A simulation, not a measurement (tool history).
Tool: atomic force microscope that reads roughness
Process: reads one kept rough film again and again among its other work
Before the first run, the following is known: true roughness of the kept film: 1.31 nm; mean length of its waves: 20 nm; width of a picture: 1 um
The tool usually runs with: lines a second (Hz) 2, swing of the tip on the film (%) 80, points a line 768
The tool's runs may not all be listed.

| run | day | lines a second (Hz) | swing of the tip on the film (%) | points a line | roughness of the kept film (nm (root mean square)) |
|---|---|---|---|---|---|
| 1 | 0 | 2 | 80 | 768 | 0.927 |
| 2 | 2.6 | 2 | 80 | 768 | 0.891 |
| 3 | 4.342 | 2 | 80 | 768 | 0.859 |
|  | 6.142 | new tip fitted |
| 4 | 6.742 | 2 | 61 | 768 | 1.132 |
| 5 | 9.921 | 2 | 61 | 768 | 1.057 |
| 6 | 12.421 | 2 | 61 | 451 | 1.007 |
| 7 | 15.521 | 2 | 80 | 768 | 0.869 |
|  | 17.454 | new tip fitted |
| 8 | 17.621 | 2 | 80 | 613 | 1.009 |
| 9 | 19.179 | 2 | 80 | 613 | 0.98 |
| 10 | 20.65 | 2 | 80 | 613 | 0.948 |
| 11 | 22.167 | 2 | 59 | 768 | 1.064 |
| 12 | 24.75 | 2.42 | 65 | 768 | 0.971 |
| 13 | 26.183 | 0.97 | 80 | 444 | 0.945 |
| 14 | 28.4 | 1.89 | 65 | 643 | 0.935 |
|  | 28.729 | new tip fitted |
| 15 | 30.929 | 2.76 | 76 | 676 | 0.941 |
| 16 | 33.338 | 2.76 | 76 | 676 | 0.909 |
| 17 | 35.642 | 2.23 | 80 | 418 | 0.858 |
| 18 | 38.454 | 2 | 80 | 381 | 0.839 |
|  | 40.133 | new tip fitted |
| 19 | 41.358 | 0.62 | 58 | 943 | 1.175 |
| 20 | 42.925 | 0.73 | 80 | 524 | 1.079 |

Here are 4 independent what-if runs from the current tool condition. What would each one return?
| A | 45.65 | 1.69 | 80 | 524 | ? |
| B | 45.65 | 1.65 | 87 | 524 | ? |
| C | 45.65 | 1.19 | 66 | 741 | ? |
| D | 45.65 | 0.82 | 80 | 1009 | ? |

| run | roughness of the kept film (nm (root mean square)) |
|---|---|
| A | 0.943 |
| B | 0.891 |
| C | 1.046 |
| D | 1.019 |
Without the tool's unlogged condition, the same runs would have read:
| run | roughness of the kept film (nm (root mean square)) |
|---|---|
| A | 1.036 |
| B | 0.98 |
| C | 1.151 |
| D | 1.121 |
